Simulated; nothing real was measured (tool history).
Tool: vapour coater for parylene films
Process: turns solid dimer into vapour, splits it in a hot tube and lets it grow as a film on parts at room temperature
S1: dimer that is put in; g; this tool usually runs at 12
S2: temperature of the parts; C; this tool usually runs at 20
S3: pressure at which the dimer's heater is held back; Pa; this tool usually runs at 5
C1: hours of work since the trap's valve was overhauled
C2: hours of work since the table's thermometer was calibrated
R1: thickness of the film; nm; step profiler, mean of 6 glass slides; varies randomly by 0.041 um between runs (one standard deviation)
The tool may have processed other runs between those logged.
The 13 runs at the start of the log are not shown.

| run | hour | S1 | S2 | S3 | C1 | C2 | R1 |
|---|---|---|---|---|---|---|---|
| 14 | 382.2 | 12 | 20 | 5 | 433 | 332 | 8690 |
| 15 | 412.7 | 21 | 20 | 5 | 452 | 351 | 15100 |
| 16 | 438.6 | 21 | 26 | 5 | 468 | 367 | 13770 |
| 17 | 459.1 | 12 | 13 | 5 | 481 | 380 | 9650 |
| 18 | 489.3 | 12 | 13 | 5 | 500 | 398 | 9620 |
| 19 | 520 | 12 | 13 | 5 | 519 | 418 | 9620 |
| 20 | 547.3 | 12 | 13 | 5 | 536 | 435 | 9600 |
| 21 | 581.2 | 12 | 20 | 4.67 | 557 | 456 | 8670 |
| 22 | 620.9 | 12 | 20 | 4.67 | 582 | 481 | 8660 |
|  | 629.3 | trap's valve overhauled |
| 23 | 652.7 | 12 | 20 | 5 | 15 | 498 | 8670 |
| 24 | 673 | 13 | 25 | 10.22 | 27 | 511 | 7910 |
| 25 | 700.9 | 5 | 15 | 8.77 | 45 | 528 | 3630 |
| 26 | 720.7 | 5 | 15 | 8.77 | 57 | 540 | 3660 |
| 27 | 755.6 | 5 | 15 | 2.48 | 79 | 562 | 4290 |
| 28 | 785.4 | 5 | 15 | 2.48 | 97 | 581 | 4270 |
| 29 | 822 | 5 | 15 | 2.48 | 120 | 604 | 4240 |
| 30 | 857.2 | 5 | 15 | 2.48 | 142 | 626 | 4280 |
| 31 | 883.1 | 12 | 26 | 2.7 | 158 | 642 | 8510 |
| 32 | 920.7 | 16 | 20 | 6.08 | 182 | 665 | 11320 |
| 33 | 940.1 | 11 | 16 | 11.65 | 194 | 677 | 7600 |

Run 34, settings as shown, results not yet in. Your forecast:
| 34 | 964.2 | 16 | 20 | 3.93 | 209 | 692 | ? |

{"run 34": {"R1": 11990}}
With the hidden condition absent and the run-to-run variation left alone, this run would have shown R1 12000 nm.
